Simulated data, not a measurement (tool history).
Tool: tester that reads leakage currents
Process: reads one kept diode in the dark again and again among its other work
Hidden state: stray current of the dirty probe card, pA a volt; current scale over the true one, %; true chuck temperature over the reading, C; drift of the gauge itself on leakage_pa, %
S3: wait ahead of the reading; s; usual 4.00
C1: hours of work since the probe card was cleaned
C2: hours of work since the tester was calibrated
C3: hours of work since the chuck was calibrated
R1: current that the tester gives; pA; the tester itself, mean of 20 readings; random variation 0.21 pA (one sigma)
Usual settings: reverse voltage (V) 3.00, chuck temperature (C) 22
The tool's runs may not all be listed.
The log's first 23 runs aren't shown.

{"run": 24, "hour": 712.6, "reverse voltage (V)": 12.04, "chuck temperature (C)": 27, "S3": 2.31, "C1": 122, "C2": 966, "C3": 408, "R1": 292.76}
{"run": 25, "hour": 751.5, "reverse voltage (V)": 12.27, "chuck temperature (C)": 32, "S3": 0.64, "C1": 139, "C2": 984, "C3": 425, "R1": 427.88}
{"run": 26, "hour": 772.5, "reverse voltage (V)": 12.17, "chuck temperature (C)": 22, "S3": 4.0, "C1": 149, "C2": 993, "C3": 435, "R1": 202.01}
{"run": 27, "hour": 803.1, "reverse voltage (V)": 12.17, "chuck temperature (C)": 22, "S3": 4.0, "C1": 163, "C2": 1007, "C3": 449, "R1": 201.87}
{"run": 28, "hour": 824.7, "reverse voltage (V)": 12.17, "chuck temperature (C)": 22, "S3": 4.0, "C1": 172, "C2": 1017, "C3": 458, "R1": 201.86}
{"run": 29, "hour": 864.4, "reverse voltage (V)": 1.94, "chuck temperature (C)": 54, "S3": 1.5, "C1": 190, "C2": 1035, "C3": 476, "R1": 782.39}
{"run": 30, "hour": 889.0, "reverse voltage (V)": 19.35, "chuck temperature (C)": 54, "S3": 0.73, "C1": 202, "C2": 1046, "C3": 487, "R1": 2298.76}
{"run": 31, "hour": 910.5, "reverse voltage (V)": 1.65, "chuck temperature (C)": 54, "S3": 0.73, "C1": 211, "C2": 1056, "C3": 497, "R1": 722.03}
{"run": 32, "hour": 946.1, "reverse voltage (V)": 18.26, "chuck temperature (C)": 47, "S3": 0.73, "C1": 227, "C2": 1072, "C3": 513, "R1": 1434.97}
{"run": 33, "hour": 982.2, "reverse voltage (V)": 4.36, "chuck temperature (C)": 26, "S3": 0.43, "C1": 244, "C2": 1088, "C3": 530, "R1": 169.75}
{"run": 34, "hour": 1006.1, "reverse voltage (V)": 14.31, "chuck temperature (C)": 39, "S3": 0.74, "C1": 255, "C2": 1099, "C3": 541, "R1": 748.14}
{"run": 35, "hour": 1028.7, "reverse voltage (V)": 19.6, "chuck temperature (C)": 49, "S3": 5.37, "C1": 265, "C2": 1110, "C3": 551, "R1": 1679.31}
{"run": 36, "hour": 1062.1, "reverse voltage (V)": 4.85, "chuck temperature (C)": 42, "S3": 0.9, "C1": 280, "C2": 1125, "C3": 566, "R1": 550.54}
{"run": 37, "hour": 1103.1, "reverse voltage (V)": 3.0, "chuck temperature (C)": 39, "S3": 4.0, "C1": 298, "C2": 1143, "C3": 584, "R1": 357.93}
{"run": 38, "hour": 1123.0, "reverse voltage (V)": 11.8, "chuck temperature (C)": 34, "S3": 4.0, "C1": 308, "C2": 1152, "C3": 593, "R1": 481.95}
{"run": 39, "hour": 1147.2, "reverse voltage (V)": 13.42, "chuck temperature (C)": 47, "S3": 1.11, "C1": 318, "C2": 1163, "C3": 604, "R1": 1237.62}

4 ways to go on from here, each from the tool as it stands after run 39. What would each give?
{"run": "A", "hour": 1183.3, "reverse voltage (V)": 13.42, "chuck temperature (C)": 56, "S3": 1.11, "C1": 335, "C2": 1180, "C3": 621, "R1": "?"}
{"run": "B", "hour": 1183.3, "reverse voltage (V)": 6.04, "chuck temperature (C)": 22, "S3": 4.0, "C1": 335, "C2": 1180, "C3": 621, "R1": "?"}
{"run": "C", "hour": 1183.3, "reverse voltage (V)": 6.01, "chuck temperature (C)": 29, "S3": 1.79, "C1": 335, "C2": 1180, "C3": 621, "R1": "?"}
{"run": "D", "hour": 1183.3, "reverse voltage (V)": 13.42, "chuck temperature (C)": 21, "S3": 1.86, "C1": 335, "C2": 1180, "C3": 621, "R1": "?"}

run=A R1=2194.15
run=B R1=144.98
run=C R1=243.74
run=D R1=197.81
Without the tool's hidden state the same runs would have given:
run=A R1=2199.62
run=B R1=144.54
run=C R1=243.79
run=D R1=196.04
